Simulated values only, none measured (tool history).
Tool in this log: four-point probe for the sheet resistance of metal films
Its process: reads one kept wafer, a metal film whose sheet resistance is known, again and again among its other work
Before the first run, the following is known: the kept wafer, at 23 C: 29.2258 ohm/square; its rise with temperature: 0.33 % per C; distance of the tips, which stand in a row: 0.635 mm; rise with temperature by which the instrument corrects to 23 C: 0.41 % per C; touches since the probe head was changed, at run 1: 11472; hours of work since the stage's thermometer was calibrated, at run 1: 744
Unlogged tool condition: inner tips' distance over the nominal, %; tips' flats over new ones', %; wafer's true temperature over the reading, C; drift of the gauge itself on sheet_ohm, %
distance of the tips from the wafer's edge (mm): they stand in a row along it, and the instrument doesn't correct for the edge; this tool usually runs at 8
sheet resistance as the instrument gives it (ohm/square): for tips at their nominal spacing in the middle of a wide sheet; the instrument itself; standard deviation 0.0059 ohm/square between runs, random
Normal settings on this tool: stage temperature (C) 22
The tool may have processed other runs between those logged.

run   hour  stage temperature (C)  distance of the tips from the wafer's edge (mm)  touches since the probe head was changed  hours of work since the stage's thermometer was calibrated  sheet resistance as the instrument gives it (ohm/square)
  1      0                     22                                                8                                     11472                                                         744                                                 29.410579
  2    7.1                     22                                                8                                     11650                                                         748                                                 29.404492
  3   19.6                     22                                                8                                     11961                                                         756                                                  29.39603
  4   28.5                     22                                                8                                     12182                                                         761                                                 29.413181
  5   44.4                     22                                                8                                     12575                                                         771                                                 29.402804
  6   53.9                     22                                                8                                     12813                                                         777                                                 29.409067
  7   61.7                     22                                                8                                     13007                                                         781                                                 29.403331
  8   70.5                     22                                                8                                     13225                                                         787                                                 29.406719
  9   86.7                     22                                                8                                     13627                                                         796                                                 29.404176
 10   94.8                     22                                                8                                     13830                                                         801                                                 29.405726
 11  108.3                     22                                                8                                     14166                                                         809                                                 29.405112
 12  118.8                     22                                                8                                     14427                                                         816                                                  29.39634
 13  129.5                     22                                                8                                     14691                                                         822                                                  29.41669
 14  137.9                     22                                                8                                     14900                                                         827                                                 29.399243
 15  145.9                     26                                                8                                     15100                                                         832                                                 29.301145
 16  155.9                     26                                                8                                     15350                                                         838                                                 29.303207
 17  164.7                     26                                                8                                     15567                                                         843                                                 29.307623

Forecast run 18:
 18  178.1                     31                                               35                                     15900                                                         852                                                         ?

Run 18 produced sheet resistance as the instrument gives it (ohm/square) 29.100937.
On a tool with no hidden condition, and with the same random variation, this run would have come out at sheet resistance as the instrument gives it (ohm/square) 29.044785.

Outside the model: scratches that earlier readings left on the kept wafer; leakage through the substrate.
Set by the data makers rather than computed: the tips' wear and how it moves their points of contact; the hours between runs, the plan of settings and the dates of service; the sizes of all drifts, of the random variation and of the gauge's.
